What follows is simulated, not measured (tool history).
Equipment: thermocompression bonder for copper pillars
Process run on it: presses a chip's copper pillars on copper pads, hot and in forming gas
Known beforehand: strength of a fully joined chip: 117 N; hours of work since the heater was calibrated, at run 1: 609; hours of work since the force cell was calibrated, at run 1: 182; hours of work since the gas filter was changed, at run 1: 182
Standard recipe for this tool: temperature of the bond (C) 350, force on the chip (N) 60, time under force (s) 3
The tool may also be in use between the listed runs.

| run | day | temperature of the bond (C) | force on the chip (N) | time under force (s) | hours of work since the heater was calibrated | hours of work since the force cell was calibrated | hours of work since the gas filter was changed | force that shears a chip off (N) |
|---|---|---|---|---|---|---|---|---|
| 1 | 0.000 | 350 | 60 | 3 | 609 | 182 | 182 | 60.8 |
| 2 | 0.738 | 350 | 60 | 3 | 617 | 190 | 190 | 61.2 |
| 3 | 1.525 | 350 | 60 | 3 | 627 | 199 | 199 | 60.6 |
| 4 | 2.521 | 350 | 60 | 3 | 638 | 211 | 211 | 61.3 |
| 5 | 3.646 | 350 | 60 | 7 | 652 | 224 | 224 | 77.3 |
| 6 | 4.408 | 350 | 60 | 2 | 661 | 233 | 233 | 52.9 |
| 7 | 5.338 | 350 | 60 | 2 | 671 | 244 | 244 | 52.7 |
| 8 | 6.025 | 350 | 60 | 2 | 679 | 252 | 252 | 52.4 |
| 9 | 6.525 | 350 | 60 | 2 | 685 | 258 | 258 | 52.3 |
| 10 | 7.196 | 350 | 85 | 3 | 693 | 266 | 266 | 70.9 |
| 11 | 7.725 | 350 | 59 | 3 | 699 | 272 | 272 | 59.7 |
| 12 | 8.808 | 350 | 59 | 3 | 712 | 285 | 285 | 59.4 |
| 13 | 9.579 | 350 | 59 | 3 | 721 | 294 | 294 | 59.3 |
| 14 | 10.729 | 350 | 59 | 3 | 735 | 307 | 307 | 59.2 |
| 15 | 11.733 | 350 | 60 | 3 | 746 | 319 | 319 | 59.3 |
| 16 | 12.850 | 379 | 60 | 3 | 760 | 332 | 332 | 76.5 |
| 17 | 13.967 | 379 | 60 | 3 | 773 | 345 | 345 | 76.2 |
|  | 14.762 | forming gas filter changed |
| 18 | 14.933 | 379 | 60 | 3 | 784 | 357 | 2 | 82.5 |
|  | 15.088 | heater calibrated with a thermocouple chip |
| 19 | 15.608 | 379 | 60 | 3 | 6 | 363 | 9 | 83.3 |
| 20 | 16.258 | 350 | 60 | 3 | 14 | 371 | 17 | 64.8 |
| 21 | 17.179 | 326 | 60 | 3 | 25 | 382 | 27 | 50.0 |
| 22 | 18.250 | 326 | 44 | 2 | 37 | 394 | 40 | 34.8 |
| 23 | 18.808 | 370 | 61 | 2 | 44 | 401 | 46 | 68.9 |
| 24 | 19.317 | 362 | 64 | 6 | 50 | 407 | 52 | 88.4 |
| 25 | 19.892 | 350 | 86 | 4 | 56 | 414 | 59 | 82.1 |
| 26 | 20.617 | 353 | 39 | 4 | 65 | 422 | 68 | 58.5 |
| 27 | 21.512 | 327 | 60 | 3 | 75 | 433 | 78 | 49.9 |
|  | 21.646 | heater calibrated with a thermocouple chip, once more |
| 28 | 22.454 | 350 | 37 | 3 | 9 | 443 | 88 | 46.2 |
| 29 | 23.092 | 350 | 37 | 3 | 17 | 450 | 96 | 46.1 |
| 30 | 23.650 | 350 | 37 | 3 | 23 | 457 | 102 | 46.4 |
| 31 | 24.604 | 328 | 44 | 3 | 35 | 468 | 114 | 38.9 |
| 32 | 25.158 | 367 | 43 | 3 | 41 | 475 | 120 | 59.8 |
| 33 | 25.696 | 322 | 53 | 5 | 48 | 481 | 126 | 48.3 |
| 34 | 26.296 | 350 | 70 | 3 | 55 | 488 | 133 | 64.8 |
| 35 | 27.121 | 350 | 47 | 5 | 64 | 498 | 143 | 61.8 |
| 36 | 27.900 | 353 | 64 | 5 | 73 | 507 | 152 | 74.2 |
| 37 | 28.892 | 350 | 60 | 7 | 85 | 518 | 164 | 77.1 |
| 38 | 29.975 | 350 | 73 | 3 | 98 | 531 | 177 | 65.8 |
| 39 | 31.158 | 350 | 60 | 4 | 112 | 545 | 190 | 65.0 |

How the hidden state differs across the entries between the runs, from the last listed run before each to the first after it:
Run 17 -> run 18: forming gas filter changed (day 14.762)
  force that reaches the chip, % of what is set: 101.3 -> 101.4; oxide that the forming gas leaves, % of the face: 8.39 -> 0.66
  measured result minus the result with no hidden state, force that shears a chip off (N): -4.0 -> +2.5
Run 18 -> run 19: heater calibrated with a thermocouple chip (day 15.088)
  true temperature of the bond over the reading, C: 3.6 -> 4.5; oxide that the forming gas leaves, % of the face: 0.66 -> 0.81
  measured result minus the result with no hidden state, force that shears a chip off (N): +2.5 -> +2.8
Run 27 -> run 28: heater calibrated with a thermocouple chip, once more (day 21.646)
  true temperature of the bond over the reading, C: 4.8 -> -1; oxide that the forming gas leaves, % of the face: 2.36 -> 2.57
  measured result minus the result with no hidden state, force that shears a chip off (N): +2.4 -> -1.1
